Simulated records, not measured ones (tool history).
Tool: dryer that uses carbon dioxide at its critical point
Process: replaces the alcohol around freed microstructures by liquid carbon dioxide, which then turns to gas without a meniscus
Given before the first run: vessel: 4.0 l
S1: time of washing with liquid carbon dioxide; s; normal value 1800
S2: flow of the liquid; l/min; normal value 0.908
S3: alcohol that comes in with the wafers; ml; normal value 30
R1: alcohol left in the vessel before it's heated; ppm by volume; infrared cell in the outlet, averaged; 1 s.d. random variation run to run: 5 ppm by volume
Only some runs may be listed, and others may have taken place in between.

| run | hour | S1 | S2 | S3 | R1 |
|---|---|---|---|---|---|
| 1 | 0 | 1800 | 0.908 | 30 | 26 |
|  | 4.7 | inlet filter changed |
| 2 | 32.1 | 1800 | 0.908 | 30 | 18 |
| 3 | 75.3 | 1800 | 0.908 | 30 | 37 |
| 4 | 124.1 | 1800 | 0.908 | 30 | 28 |
| 5 | 144.7 | 1800 | 0.908 | 30 | 27 |
| 6 | 170.3 | 1800 | 0.908 | 30 | 35 |
| 7 | 215 | 1800 | 0.908 | 30 | 34 |
| 8 | 251.4 | 1800 | 0.908 | 30 | 36 |
| 9 | 283 | 1800 | 0.908 | 30 | 31 |
| 10 | 323.6 | 1800 | 1.196 | 30 | 20 |
| 11 | 348.6 | 1800 | 1.196 | 30 | 25 |
| 12 | 397.5 | 1800 | 0.908 | 30 | 38 |
| 13 | 426.9 | 1800 | 0.908 | 30 | 38 |
| 14 | 449.7 | 1800 | 1.399 | 30 | 23 |
| 15 | 471.2 | 1800 | 0.908 | 37 | 46 |
| 16 | 511.6 | 1800 | 0.908 | 47 | 66 |
|  | 541.3 | inlet filter changed |
| 17 | 556.5 | 1800 | 0.908 | 47 | 45 |
| 18 | 598.8 | 1860 | 0.908 | 30 | 31 |
| 19 | 643.2 | 1800 | 0.782 | 30 | 63 |
| 20 | 676.4 | 1800 | 0.782 | 30 | 63 |
| 21 | 697.1 | 1800 | 0.782 | 30 | 62 |
| 22 | 727.8 | 1800 | 0.782 | 30 | 62 |
| 23 | 752.3 | 1800 | 0.782 | 30 | 62 |
| 24 | 777.6 | 1800 | 0.782 | 30 | 77 |
| 25 | 812.4 | 1620 | 0.782 | 112 | 302 |
| 26 | 860.8 | 1500 | 1.313 | 30 | 29 |
| 27 | 892.4 | 1740 | 0.583 | 30 | 218 |
| 28 | 917.9 | 1740 | 0.583 | 30 | 220 |
| 29 | 955.1 | 1680 | 0.583 | 37 | 290 |
| 30 | 975.7 | 1800 | 0.908 | 84 | 100 |
| 31 | 1021.8 | 2400 | 0.623 | 71 | 118 |
| 32 | 1044.5 | 1800 | 0.908 | 46 | 69 |
|  | 1076.9 | inlet filter changed |
| 33 | 1085.5 | 1800 | 0.908 | 46 | 67 |
| 34 | 1124.6 | 1800 | 0.884 | 42 | 72 |
| 35 | 1172.5 | 1320 | 0.884 | 71 | 278 |
| 36 | 1218.8 | 1860 | 1.234 | 71 | 55 |
| 37 | 1243.3 | 1140 | 0.823 | 60 | 521 |
| 38 | 1275.5 | 1800 | 1.499 | 79 | 39 |
| 39 | 1321.3 | 1800 | 1.499 | 79 | 36 |
| 40 | 1355.4 | 1800 | 1.12 | 41 | 50 |
| 41 | 1397.3 | 1800 | 1.12 | 41 | 57 |
| 42 | 1424.2 | 1140 | 1.37 | 22 | 66 |
| 43 | 1471.9 | 1800 | 0.631 | 28 | 166 |
| 44 | 1520.6 | 2700 | 0.631 | 29 | 60 |
| 45 | 1545.5 | 2700 | 0.631 | 29 | 65 |
| 46 | 1585.2 | 2700 | 0.631 | 29 | 59 |
| 47 | 1608.1 | 1380 | 1.518 | 26 | 63 |
|  | 1611.2 | inlet filter changed |
| 48 | 1643.1 | 1440 | 0.873 | 99 | 278 |

3 options for the next run, each taken on its own from the tool as it stands now. Forecast them:
| A | 1676.2 | 1740 | 0.908 | 77 | ? |
| B | 1676.2 | 1800 | 0.908 | 31 | ? |
| C | 1676.2 | 1800 | 0.751 | 93 | ? |

| run | R1 |
|---|---|
| A | 105 |
| B | 68 |
| C | 202 |
What these runs would have given with no unlogged condition in the tool:
| run | R1 |
|---|---|
| A | 57 |
| B | 20 |
| C | 149 |
